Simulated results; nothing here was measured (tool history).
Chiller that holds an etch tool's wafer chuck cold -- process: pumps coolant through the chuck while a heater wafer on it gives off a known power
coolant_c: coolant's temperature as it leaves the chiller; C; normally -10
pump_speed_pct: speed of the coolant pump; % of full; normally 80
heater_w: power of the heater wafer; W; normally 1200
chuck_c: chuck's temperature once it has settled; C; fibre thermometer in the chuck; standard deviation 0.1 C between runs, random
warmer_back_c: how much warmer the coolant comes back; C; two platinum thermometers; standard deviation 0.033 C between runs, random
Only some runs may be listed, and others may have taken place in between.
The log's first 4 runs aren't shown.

{"run": 5, "hour": 112.9, "coolant_c": -10, "pump_speed_pct": 80, "heater_w": 1200, "chuck_c": -1.2, "warmer_back_c": 5.07}
{"run": 6, "hour": 136.5, "coolant_c": -10, "pump_speed_pct": 80, "heater_w": 1200, "chuck_c": -1, "warmer_back_c": 5.04}
{"run": 7, "hour": 154.3, "coolant_c": -10, "pump_speed_pct": 80, "heater_w": 1029, "chuck_c": -2.3, "warmer_back_c": 4.28}
{"run": 8, "hour": 171.3, "coolant_c": -10, "pump_speed_pct": 82, "heater_w": 1200, "chuck_c": -1.2, "warmer_back_c": 4.89}
{"run": 9, "hour": 205.3, "coolant_c": -10, "pump_speed_pct": 82, "heater_w": 1200, "chuck_c": -1.1, "warmer_back_c": 4.95}
{"run": 10, "hour": 223.9, "coolant_c": -10, "pump_speed_pct": 82, "heater_w": 1200, "chuck_c": -1.1, "warmer_back_c": 4.9}
{"run": 11, "hour": 242.9, "coolant_c": -10, "pump_speed_pct": 82, "heater_w": 1200, "chuck_c": -1, "warmer_back_c": 4.89}
{"run": 12, "hour": 272.2, "coolant_c": -10, "pump_speed_pct": 82, "heater_w": 1200, "chuck_c": -1.3, "warmer_back_c": 4.88}
{"run": 13, "hour": 297.1, "coolant_c": -10, "pump_speed_pct": 83, "heater_w": 1200, "chuck_c": -1.3, "warmer_back_c": 4.85}
{"run": 14, "hour": 314.0, "coolant_c": -10, "pump_speed_pct": 83, "heater_w": 1200, "chuck_c": -1.2, "warmer_back_c": 4.9}
{"run": 15, "hour": 341.8, "coolant_c": -10, "pump_speed_pct": 83, "heater_w": 1200, "chuck_c": -1, "warmer_back_c": 4.88}
{"run": 16, "hour": 359.6, "coolant_c": -10, "pump_speed_pct": 83, "heater_w": 1200, "chuck_c": -1.1, "warmer_back_c": 4.88}
{"run": 17, "hour": 385.5, "coolant_c": -10, "pump_speed_pct": 83, "heater_w": 1200, "chuck_c": -1.3, "warmer_back_c": 4.88}
{"run": 18, "hour": 407.8, "coolant_c": -3, "pump_speed_pct": 72, "heater_w": 1200, "chuck_c": 7.1, "warmer_back_c": 5.76}

What will run 19 give?
{"run": 19, "hour": 439.5, "coolant_c": -10, "pump_speed_pct": 80, "heater_w": 1473, "chuck_c": "?", "warmer_back_c": "?"}

Run 19 came out at chuck_c 1.4 C, warmer_back_c 6.26 C.
Had the tool carried no hidden state, the very same run would have given chuck_c 0.7 C, warmer_back_c 6.11 C.
